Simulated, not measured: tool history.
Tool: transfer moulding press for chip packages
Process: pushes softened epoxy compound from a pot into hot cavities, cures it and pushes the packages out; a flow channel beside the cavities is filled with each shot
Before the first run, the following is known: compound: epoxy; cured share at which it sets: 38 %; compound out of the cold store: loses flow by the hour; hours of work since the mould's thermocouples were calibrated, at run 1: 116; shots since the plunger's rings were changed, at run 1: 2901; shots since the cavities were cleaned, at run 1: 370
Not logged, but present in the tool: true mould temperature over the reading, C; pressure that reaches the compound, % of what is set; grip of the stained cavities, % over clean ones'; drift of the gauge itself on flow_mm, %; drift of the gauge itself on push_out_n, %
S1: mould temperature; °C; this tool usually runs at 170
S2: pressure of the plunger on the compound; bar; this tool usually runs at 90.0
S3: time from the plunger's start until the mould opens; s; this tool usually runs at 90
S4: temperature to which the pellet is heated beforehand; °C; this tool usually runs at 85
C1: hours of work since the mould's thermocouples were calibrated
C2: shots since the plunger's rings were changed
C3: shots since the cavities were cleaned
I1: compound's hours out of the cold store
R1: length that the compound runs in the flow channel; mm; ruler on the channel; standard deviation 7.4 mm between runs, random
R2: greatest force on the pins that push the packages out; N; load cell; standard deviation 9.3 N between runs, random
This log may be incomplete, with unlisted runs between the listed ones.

run	day	S1	S2	S3	S4	C1	C2	C3	I1	R1	R2
1	0.000	170	90.0	90	85	116	2901	370	32.8	789	555
2	0.304	170	90.0	90	93	119	2960	429	32.6	792	556
3	0.788	170	90.0	100	85	124	3056	525	34.8	783	512
4	1.108	170	90.0	100	85	128	3118	587	22.7	810	536
5	1.700	170	90.0	100	85	134	3234	703	16.3	840	548
# day 2.092: cavities cleaned with cleaning compound and waxed
6	2.221	170	90.0	100	85	139	3324	25	19.9	842	385
7	2.821	170	90.0	100	85	146	3442	143	36.1	774	411
8	3.300	170	90.0	90	85	151	3535	236	37.5	772	500
9	3.717	170	90.0	90	85	155	3617	318	38.5	770	514
10	4.158	178	90.0	90	85	160	3704	405	22.8	797	469
11	4.717	178	90.0	90	85	166	3814	515	14.6	800	494
12	5.117	170	90.0	86	85	171	3891	592	29.0	807	633
13	5.717	170	80.5	90	85	177	4010	711	10.6	810	611
# day 6.071: cavities cleaned with cleaning compound and waxed
14	6.071	170	80.5	90	85	180	4066	0	11.8	804	412

For run 15, what comes out?
15	6.508	169	71.3	83	79	185	4152	86	32.6	?	?

{"run 15": {"R1": 704, "R2": 517}}
Were there no unlogged condition in the tool, this run, its random variation unchanged, would have produced R1 748 mm, R2 492 N.
